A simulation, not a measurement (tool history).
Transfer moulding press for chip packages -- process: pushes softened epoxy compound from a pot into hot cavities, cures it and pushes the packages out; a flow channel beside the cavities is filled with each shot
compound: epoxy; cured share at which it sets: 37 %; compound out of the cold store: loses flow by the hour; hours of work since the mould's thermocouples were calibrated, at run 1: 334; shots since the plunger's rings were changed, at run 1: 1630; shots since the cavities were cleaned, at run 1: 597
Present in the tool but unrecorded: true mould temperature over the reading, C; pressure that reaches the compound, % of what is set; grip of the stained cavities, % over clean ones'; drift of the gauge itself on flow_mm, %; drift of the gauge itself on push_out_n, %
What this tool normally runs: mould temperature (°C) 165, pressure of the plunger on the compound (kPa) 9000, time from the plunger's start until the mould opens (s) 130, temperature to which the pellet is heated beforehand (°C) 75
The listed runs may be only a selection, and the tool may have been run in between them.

run	hour	mould temperature (°C)	pressure of the plunger on the compound (kPa)	time from the plunger's start until the mould opens (s)	temperature to which the pellet is heated beforehand (°C)	hours of work since the mould's thermocouples were calibrated	shots since the plunger's rings were changed	shots since the cavities were cleaned	incoming compound's hours out of the cold store	length that the compound runs in the flow channel (mm)	greatest force on the pins that push the packages out (N)
1	0	165	9000	130	75	334	1630	597	32.4	552	761
2	31.2	165	9000	130	75	354	1912	879	10.3	607	815
# hour 50.3: cavities cleaned with cleaning compound and waxed
3	50.3	165	9000	130	75	366	2070	0	17.9	584	1077
4	71.9	165	9000	144	75	379	2266	196	36.3	540	932
5	102.7	165	9000	144	75	399	2543	473	31.7	547	849
6	124.8	165	9000	144	75	413	2743	673	22.1	567	856
7	145.8	165	9000	144	75	427	2932	862	17.4	579	866
# hour 160.9: mould's thermocouples calibrated
# hour 163.4: plunger's sealing rings changed
# hour 173.4: cavities cleaned with cleaning compound and waxed, once more
8	177.6	165	9000	144	75	8	115	38	28.5	570	415
9	200.7	172	7980	124	83	23	324	247	15.6	560	548
10	226.5	172	7980	124	83	39	556	479	36.5	507	671
11	254	160	7980	138	80	57	805	728	22	554	833
12	275	165	9000	130	75	70	994	917	14.2	601	805
# hour 290.4: cavities cleaned with cleaning compound and waxed
13	297.7	171	9000	130	75	84	1185	66	28.2	557	433
14	317.4	171	9000	130	75	96	1363	244	8.6	606	550

5 ways to go on from here, each from the tool as it stands after run 14. What would each give?
A	339.4	171	8540	130	78	110	1561	442	41.9	?	?
B	339.4	166	9000	112	68	110	1561	442	32.3	?	?
C	339.4	165	9000	130	84	110	1561	442	41.2	?	?
D	339.4	165	9000	159	75	110	1561	442	45.5	?	?
E	339.4	161	9000	117	75	110	1561	442	40.6	?	?

run	length that the compound runs in the flow channel (mm)	greatest force on the pins that push the packages out (N)
A	508	643
B	551	751
C	532	709
D	524	667
E	537	842
With no hidden state in the tool, these same runs would have given:
run	length that the compound runs in the flow channel (mm)	greatest force on the pins that push the packages out (N)
A	516	349
B	561	411
C	541	390
D	533	367
E	546	467
